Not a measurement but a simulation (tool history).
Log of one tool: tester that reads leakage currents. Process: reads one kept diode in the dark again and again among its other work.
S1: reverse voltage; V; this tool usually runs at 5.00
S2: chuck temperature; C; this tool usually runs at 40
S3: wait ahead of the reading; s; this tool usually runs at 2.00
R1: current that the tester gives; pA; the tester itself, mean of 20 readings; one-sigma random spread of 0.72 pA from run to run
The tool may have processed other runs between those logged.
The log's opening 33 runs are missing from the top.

run 34 hour=2342.8 | S1=1.55 S2=26 S3=2.00 | R1=43.72
run 35 hour=2420.1 | S1=5.00 S2=40 S3=0.73 | R1=228.73
run 36 hour=2468.6 | S1=5.00 S2=30 S3=0.95 | R1=101.85
-- hour=2504.9 probe card cleaned and baked
run 37 hour=2524.1 | S1=5.00 S2=30 S3=0.95 | R1=88.81
run 38 hour=2624.8 | S1=1.84 S2=57 S3=7.28 | R1=579.03
-- hour=2641.7 chuck's temperature calibrated
run 39 hour=2673.6 | S1=15.15 S2=25 S3=0.36 | R1=101.28
run 40 hour=2748.8 | S1=15.15 S2=25 S3=0.36 | R1=101.05
run 41 hour=2829.6 | S1=15.15 S2=25 S3=0.36 | R1=101.33

What if the next run were any one of these 3? Each begins from the tool's condition after run 41:
run A hour=2892.1 | S1=15.15 S2=42 S3=1.01 | R1=?
run B hour=2892.1 | S1=3.47 S2=47 S3=0.36 | R1=?
run C hour=2892.1 | S1=4.38 S2=21 S3=2.00 | R1=?

run=A R1=423.67
run=B R1=364.92
run=C R1=40.94
With no hidden state in the tool, these same runs would have given:
run=A R1=428.68
run=B R1=371.47
run=C R1=40.81

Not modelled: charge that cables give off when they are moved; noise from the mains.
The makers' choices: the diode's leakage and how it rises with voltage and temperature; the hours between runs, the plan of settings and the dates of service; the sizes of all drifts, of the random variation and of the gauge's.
